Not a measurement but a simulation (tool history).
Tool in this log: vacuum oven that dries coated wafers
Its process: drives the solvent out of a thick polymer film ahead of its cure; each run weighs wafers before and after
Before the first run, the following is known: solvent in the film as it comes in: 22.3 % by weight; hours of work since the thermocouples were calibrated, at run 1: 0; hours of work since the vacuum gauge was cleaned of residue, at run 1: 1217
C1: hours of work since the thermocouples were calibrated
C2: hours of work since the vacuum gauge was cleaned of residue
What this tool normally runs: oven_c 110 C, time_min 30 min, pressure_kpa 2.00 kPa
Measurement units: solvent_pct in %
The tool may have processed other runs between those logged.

{"run": 1, "hour": 0.0, "oven_c": 110, "time_min": 30, "pressure_kpa": 2.0, "C1": 0, "C2": 1217, "solvent_pct": 5.93}
{"run": 2, "hour": 36.9, "oven_c": 110, "time_min": 30, "pressure_kpa": 2.0, "C1": 25, "C2": 1242, "solvent_pct": 6.18}
{"run": 3, "hour": 61.3, "oven_c": 110, "time_min": 30, "pressure_kpa": 2.0, "C1": 42, "C2": 1259, "solvent_pct": 6.03}
{"run": 4, "hour": 112.8, "oven_c": 118, "time_min": 30, "pressure_kpa": 2.0, "C1": 77, "C2": 1294, "solvent_pct": 4.22}
{"run": 5, "hour": 152.5, "oven_c": 118, "time_min": 30, "pressure_kpa": 2.0, "C1": 104, "C2": 1321, "solvent_pct": 4.1}
{"hour": 157.3, "done": "vacuum gauge cleaned of residue and calibrated"}
{"run": 6, "hour": 201.7, "oven_c": 110, "time_min": 30, "pressure_kpa": 1.18, "C1": 137, "C2": 30, "solvent_pct": 5.07}
{"run": 7, "hour": 226.5, "oven_c": 110, "time_min": 43, "pressure_kpa": 2.0, "C1": 154, "C2": 47, "solvent_pct": 5.88}
{"run": 8, "hour": 270.3, "oven_c": 110, "time_min": 42, "pressure_kpa": 7.25, "C1": 184, "C2": 77, "solvent_pct": 16.92}
{"run": 9, "hour": 307.7, "oven_c": 100, "time_min": 42, "pressure_kpa": 2.78, "C1": 209, "C2": 103, "solvent_pct": 12.09}
{"run": 10, "hour": 350.5, "oven_c": 118, "time_min": 25, "pressure_kpa": 1.97, "C1": 239, "C2": 132, "solvent_pct": 4.73}
{"run": 11, "hour": 389.2, "oven_c": 118, "time_min": 25, "pressure_kpa": 1.04, "C1": 265, "C2": 159, "solvent_pct": 3.21}
{"run": 12, "hour": 411.4, "oven_c": 110, "time_min": 52, "pressure_kpa": 1.01, "C1": 280, "C2": 174, "solvent_pct": 3.73}
{"hour": 447.0, "done": "vacuum gauge cleaned of residue and calibrated, once more"}
{"run": 13, "hour": 455.4, "oven_c": 110, "time_min": 26, "pressure_kpa": 2.0, "C1": 309, "C2": 6, "solvent_pct": 6.05}
{"run": 14, "hour": 504.2, "oven_c": 102, "time_min": 35, "pressure_kpa": 1.46, "C1": 343, "C2": 39, "solvent_pct": 6.97}

Predict each of these 3 candidate next runs independently; none follows another, all start after run 14:
{"run": "A", "hour": 544.6, "oven_c": 110, "time_min": 38, "pressure_kpa": 2.0, "C1": 370, "C2": 67, "solvent_pct": "?"}
{"run": "B", "hour": 544.6, "oven_c": 102, "time_min": 30, "pressure_kpa": 2.0, "C1": 370, "C2": 67, "solvent_pct": "?"}
{"run": "C", "hour": 544.6, "oven_c": 105, "time_min": 35, "pressure_kpa": 1.46, "C1": 370, "C2": 67, "solvent_pct": "?"}

run=A solvent_pct=5.04
run=B solvent_pct=8.95
run=C solvent_pct=5.71
Had the tool no hidden state, the same runs would have come out as:
run=A solvent_pct=4.62
run=B solvent_pct=8.26
run=C solvent_pct=5.16

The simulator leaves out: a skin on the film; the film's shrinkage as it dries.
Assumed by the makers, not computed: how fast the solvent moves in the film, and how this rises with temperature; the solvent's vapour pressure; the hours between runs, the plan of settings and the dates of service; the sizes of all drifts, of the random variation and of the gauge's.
